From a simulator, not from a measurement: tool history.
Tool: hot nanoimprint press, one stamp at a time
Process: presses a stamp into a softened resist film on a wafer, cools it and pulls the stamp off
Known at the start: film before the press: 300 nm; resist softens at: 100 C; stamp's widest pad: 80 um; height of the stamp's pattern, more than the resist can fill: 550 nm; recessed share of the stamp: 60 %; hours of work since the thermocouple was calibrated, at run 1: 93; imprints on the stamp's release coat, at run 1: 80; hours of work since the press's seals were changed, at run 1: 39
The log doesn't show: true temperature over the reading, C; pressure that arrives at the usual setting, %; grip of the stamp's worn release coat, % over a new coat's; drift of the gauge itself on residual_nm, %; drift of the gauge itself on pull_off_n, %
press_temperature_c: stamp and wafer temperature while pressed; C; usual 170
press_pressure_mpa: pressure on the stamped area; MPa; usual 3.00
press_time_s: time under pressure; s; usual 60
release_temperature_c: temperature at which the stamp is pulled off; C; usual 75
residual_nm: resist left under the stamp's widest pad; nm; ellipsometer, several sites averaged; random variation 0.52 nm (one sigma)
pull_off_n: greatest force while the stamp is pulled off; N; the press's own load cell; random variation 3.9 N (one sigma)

run	hour	press_temperature_c	press_pressure_mpa	press_time_s	release_temperature_c	hours of work since the thermocouple was calibrated	imprints on the stamp's release coat	hours of work since the press's seals were changed	residual_nm	pull_off_n
1	0.0	170	3.00	60	75	93	80	39	170.5	187
2	30.7	170	3.00	47	75	106	160	52	182.1	186
3	56.5	170	3.00	47	75	117	227	63	183.4	199
4	72.8	170	3.00	47	75	124	269	70	182.1	193
5	107.5	170	4.11	60	75	139	359	85	144.9	199
6	147.1	171	4.11	60	75	156	462	102	141.0	200
7	163.7	171	4.11	60	75	163	505	109	140.6	214
# hour 169.1: plate thermocouple calibrated
8	201.4	167	3.00	60	70	14	595	124	181.8	225
9	240.6	158	2.08	45	70	31	696	141	259.6	229
10	257.2	169	2.08	91	70	38	739	148	182.5	237
11	288.5	169	3.10	34	82	51	820	161	197.9	199
# hour 298.3: plate thermocouple calibrated, once more
12	313.8	165	3.00	60	82	7	878	171	194.7	206
13	334.0	174	2.23	60	82	15	931	180	179.2	207

5 ways to go on from here, each from the tool as it stands after run 13. What would each give?
A	362.5	160	3.00	60	75	28	1005	192	?	?
B	362.5	174	3.04	60	75	28	1005	192	?	?
C	362.5	161	2.23	52	82	28	1005	192	?	?
D	362.5	170	3.00	70	61	28	1005	192	?	?
E	362.5	170	3.00	60	68	28	1005	192	?	?

run	residual_nm	pull_off_n
A	220.9	228
B	153.6	234
C	241.3	212
D	163.6	270
E	171.1	251
Without the tool's hidden state the same runs would have given:
run	residual_nm	pull_off_n
A	220.4	182
B	152.9	186
C	241.1	169
D	162.9	214
E	170.4	200

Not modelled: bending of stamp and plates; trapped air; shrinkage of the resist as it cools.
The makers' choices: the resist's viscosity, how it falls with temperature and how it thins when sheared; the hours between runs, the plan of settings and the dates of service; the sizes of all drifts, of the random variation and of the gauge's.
